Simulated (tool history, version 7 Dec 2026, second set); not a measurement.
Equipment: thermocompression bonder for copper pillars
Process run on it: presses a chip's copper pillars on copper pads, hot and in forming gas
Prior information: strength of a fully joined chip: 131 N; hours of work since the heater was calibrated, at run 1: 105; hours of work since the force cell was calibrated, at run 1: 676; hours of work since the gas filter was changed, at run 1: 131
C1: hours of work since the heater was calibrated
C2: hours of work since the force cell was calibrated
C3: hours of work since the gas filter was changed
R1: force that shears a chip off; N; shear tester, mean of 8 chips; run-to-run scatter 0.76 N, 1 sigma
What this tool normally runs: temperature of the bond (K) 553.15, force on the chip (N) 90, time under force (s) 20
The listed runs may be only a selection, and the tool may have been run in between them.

{"run": 1, "hour": 0.0, "temperature of the bond (K)": 553.15, "force on the chip (N)": 90, "time under force (s)": 20, "C1": 105, "C2": 676, "C3": 131, "R1": 90.2}
{"run": 2, "hour": 7.9, "temperature of the bond (K)": 553.15, "force on the chip (N)": 90, "time under force (s)": 20, "C1": 111, "C2": 681, "C3": 136, "R1": 88.9}
{"run": 3, "hour": 17.1, "temperature of the bond (K)": 553.15, "force on the chip (N)": 90, "time under force (s)": 20, "C1": 117, "C2": 687, "C3": 142, "R1": 90.1}
{"run": 4, "hour": 23.0, "temperature of the bond (K)": 553.15, "force on the chip (N)": 90, "time under force (s)": 20, "C1": 121, "C2": 691, "C3": 146, "R1": 87.7}
{"run": 5, "hour": 31.8, "temperature of the bond (K)": 553.15, "force on the chip (N)": 90, "time under force (s)": 20, "C1": 126, "C2": 697, "C3": 151, "R1": 89.5}
{"run": 6, "hour": 40.0, "temperature of the bond (K)": 553.15, "force on the chip (N)": 90, "time under force (s)": 20, "C1": 132, "C2": 702, "C3": 157, "R1": 89.6}
{"run": 7, "hour": 52.6, "temperature of the bond (K)": 553.15, "force on the chip (N)": 90, "time under force (s)": 20, "C1": 140, "C2": 710, "C3": 165, "R1": 88.6}
{"run": 8, "hour": 66.5, "temperature of the bond (K)": 553.15, "force on the chip (N)": 90, "time under force (s)": 20, "C1": 149, "C2": 720, "C3": 174, "R1": 90.3}
{"hour": 74.1, "done": "force cell calibrated"}
{"run": 9, "hour": 76.3, "temperature of the bond (K)": 553.15, "force on the chip (N)": 90, "time under force (s)": 20, "C1": 154, "C2": 1, "C3": 180, "R1": 89.7}
{"run": 10, "hour": 90.2, "temperature of the bond (K)": 553.15, "force on the chip (N)": 90, "time under force (s)": 20, "C1": 163, "C2": 11, "C3": 189, "R1": 88.5}
{"run": 11, "hour": 103.3, "temperature of the bond (K)": 553.15, "force on the chip (N)": 90, "time under force (s)": 20, "C1": 172, "C2": 19, "C3": 197, "R1": 90.2}
{"run": 12, "hour": 114.9, "temperature of the bond (K)": 553.15, "force on the chip (N)": 90, "time under force (s)": 20, "C1": 180, "C2": 27, "C3": 205, "R1": 90.0}
{"run": 13, "hour": 126.2, "temperature of the bond (K)": 553.15, "force on the chip (N)": 90, "time under force (s)": 20, "C1": 187, "C2": 34, "C3": 212, "R1": 90.2}
{"run": 14, "hour": 138.5, "temperature of the bond (K)": 553.15, "force on the chip (N)": 90, "time under force (s)": 20, "C1": 195, "C2": 42, "C3": 220, "R1": 89.7}
{"run": 15, "hour": 152.6, "temperature of the bond (K)": 553.15, "force on the chip (N)": 90, "time under force (s)": 20, "C1": 204, "C2": 51, "C3": 229, "R1": 89.6}
{"run": 16, "hour": 163.7, "temperature of the bond (K)": 553.15, "force on the chip (N)": 90, "time under force (s)": 20, "C1": 212, "C2": 59, "C3": 237, "R1": 89.1}
{"run": 17, "hour": 172.8, "temperature of the bond (K)": 553.15, "force on the chip (N)": 90, "time under force (s)": 20, "C1": 217, "C2": 64, "C3": 243, "R1": 90.5}
{"run": 18, "hour": 182.7, "temperature of the bond (K)": 553.15, "force on the chip (N)": 90, "time under force (s)": 20, "C1": 224, "C2": 71, "C3": 249, "R1": 89.8}
{"run": 19, "hour": 195.2, "temperature of the bond (K)": 553.15, "force on the chip (N)": 90, "time under force (s)": 24, "C1": 232, "C2": 79, "C3": 257, "R1": 94.7}
{"run": 20, "hour": 209.5, "temperature of the bond (K)": 543.15, "force on the chip (N)": 90, "time under force (s)": 20, "C1": 241, "C2": 88, "C3": 267, "R1": 81.3}
{"run": 21, "hour": 215.9, "temperature of the bond (K)": 543.15, "force on the chip (N)": 90, "time under force (s)": 20, "C1": 246, "C2": 93, "C3": 271, "R1": 80.7}
{"run": 22, "hour": 226.0, "temperature of the bond (K)": 543.15, "force on the chip (N)": 90, "time under force (s)": 23, "C1": 252, "C2": 99, "C3": 277, "R1": 85.8}
{"run": 23, "hour": 238.5, "temperature of the bond (K)": 543.15, "force on the chip (N)": 94, "time under force (s)": 16, "C1": 260, "C2": 107, "C3": 286, "R1": 78.8}
{"run": 24, "hour": 250.7, "temperature of the bond (K)": 557.15, "force on the chip (N)": 117, "time under force (s)": 33, "C1": 268, "C2": 115, "C3": 294, "R1": 116.1}
{"run": 25, "hour": 257.4, "temperature of the bond (K)": 557.15, "force on the chip (N)": 117, "time under force (s)": 33, "C1": 273, "C2": 120, "C3": 298, "R1": 117.5}
{"run": 26, "hour": 266.2, "temperature of the bond (K)": 553.15, "force on the chip (N)": 75, "time under force (s)": 15, "C1": 279, "C2": 126, "C3": 304, "R1": 71.2}
{"run": 27, "hour": 276.0, "temperature of the bond (K)": 542.15, "force on the chip (N)": 75, "time under force (s)": 56, "C1": 285, "C2": 132, "C3": 310, "R1": 94.3}
{"run": 28, "hour": 283.7, "temperature of the bond (K)": 542.15, "force on the chip (N)": 75, "time under force (s)": 56, "C1": 290, "C2": 137, "C3": 315, "R1": 94.7}
{"run": 29, "hour": 294.8, "temperature of the bond (K)": 541.15, "force on the chip (N)": 90, "time under force (s)": 31, "C1": 297, "C2": 144, "C3": 322, "R1": 90.0}
{"run": 30, "hour": 300.6, "temperature of the bond (K)": 575.15, "force on the chip (N)": 85, "time under force (s)": 31, "C1": 301, "C2": 148, "C3": 326, "R1": 111.0}
{"run": 31, "hour": 309.6, "temperature of the bond (K)": 553.15, "force on the chip (N)": 90, "time under force (s)": 19, "C1": 307, "C2": 154, "C3": 332, "R1": 87.2}
{"run": 32, "hour": 316.1, "temperature of the bond (K)": 560.15, "force on the chip (N)": 85, "time under force (s)": 20, "C1": 311, "C2": 158, "C3": 336, "R1": 90.6}
{"run": 33, "hour": 327.9, "temperature of the bond (K)": 553.15, "force on the chip (N)": 70, "time under force (s)": 20, "C1": 319, "C2": 166, "C3": 344, "R1": 74.8}
{"run": 34, "hour": 340.2, "temperature of the bond (K)": 553.15, "force on the chip (N)": 104, "time under force (s)": 11, "C1": 327, "C2": 174, "C3": 352, "R1": 85.0}
{"run": 35, "hour": 354.2, "temperature of the bond (K)": 553.15, "force on the chip (N)": 104, "time under force (s)": 11, "C1": 336, "C2": 183, "C3": 361, "R1": 84.1}
{"run": 36, "hour": 363.7, "temperature of the bond (K)": 553.15, "force on the chip (N)": 104, "time under force (s)": 11, "C1": 342, "C2": 189, "C3": 367, "R1": 85.4}
{"run": 37, "hour": 376.6, "temperature of the bond (K)": 553.15, "force on the chip (N)": 104, "time under force (s)": 11, "C1": 351, "C2": 198, "C3": 376, "R1": 85.9}
{"run": 38, "hour": 386.6, "temperature of the bond (K)": 553.15, "force on the chip (N)": 104, "time under force (s)": 11, "C1": 357, "C2": 204, "C3": 382, "R1": 83.7}
{"run": 39, "hour": 394.7, "temperature of the bond (K)": 553.15, "force on the chip (N)": 104, "time under force (s)": 11, "C1": 362, "C2": 210, "C3": 388, "R1": 85.9}

Hidden state at the last listed run before each entry between runs and at the first one after, where it differs:
After run 8, before run 9: force cell calibrated (hour 74.1)
  force that reaches the chip, % of what is set: 100.1 -> 100

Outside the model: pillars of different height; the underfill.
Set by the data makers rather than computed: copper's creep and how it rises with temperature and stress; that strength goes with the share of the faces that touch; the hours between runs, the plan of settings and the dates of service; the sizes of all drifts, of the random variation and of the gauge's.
